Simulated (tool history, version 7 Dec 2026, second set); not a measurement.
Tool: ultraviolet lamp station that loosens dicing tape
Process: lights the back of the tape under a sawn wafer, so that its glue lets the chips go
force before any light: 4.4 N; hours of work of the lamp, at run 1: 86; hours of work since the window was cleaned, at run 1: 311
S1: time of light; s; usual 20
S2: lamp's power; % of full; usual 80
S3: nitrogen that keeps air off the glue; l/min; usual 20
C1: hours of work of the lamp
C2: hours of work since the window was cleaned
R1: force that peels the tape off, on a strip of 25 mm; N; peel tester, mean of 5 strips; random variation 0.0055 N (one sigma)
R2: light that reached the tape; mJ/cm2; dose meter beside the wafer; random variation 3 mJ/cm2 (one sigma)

run,hour,S1,S2,S3,C1,C2,R1,R2
1,0,20,80,20,86,311,0.114,439
2,7.9,20,69,20,90,316,0.163,380
3,13.7,20,75,20,93,319,0.126,414
4,23.5,20,80,20,99,324,0.119,439
5,33.1,20,80,20,104,330,0.115,432
6,38.3,13,80,20,107,333,0.313,289
7,46,13,80,20,111,337,0.295,283
8,52,20,80,32,115,340,0.08,439
9,58.6,20,80,32,118,344,0.085,440
10,64.5,20,80,20,122,347,0.103,445
11,70.8,20,80,20,125,351,0.112,439
12,75.6,20,68,20,128,353,0.161,372
13,83.1,20,74,20,132,358,0.135,406
14,89.7,20,74,20,136,361,0.124,406
15,95.1,20,74,20,139,364,0.128,409
16,103.5,12,75,22,143,369,0.372,244
17,111.4,34,76,15,148,373,0.071,704
18,117.5,12,85,34,151,377,0.203,280
19,127.4,35,80,13,157,382,0.066,760
20,133.5,35,71,23,160,386,0.071,678
21,144.2,20,80,9,166,392,0.216,434
22,151.8,20,80,9,170,396,0.225,435
23,160.1,20,80,9,175,401,0.212,443
24,167.4,20,80,9,179,405,0.229,442
25,176.1,20,80,9,184,409,0.224,443
26,183.5,20,75,18,188,414,0.136,413

Forecast run 27:
27,191.7,17,61,18,193,418,?,?

Run 27 gave R1 0.316 N, R2 278 mJ/cm2.
Without the tool's hidden state the same run would have given R1 0.315 N, R2 279 mJ/cm2.
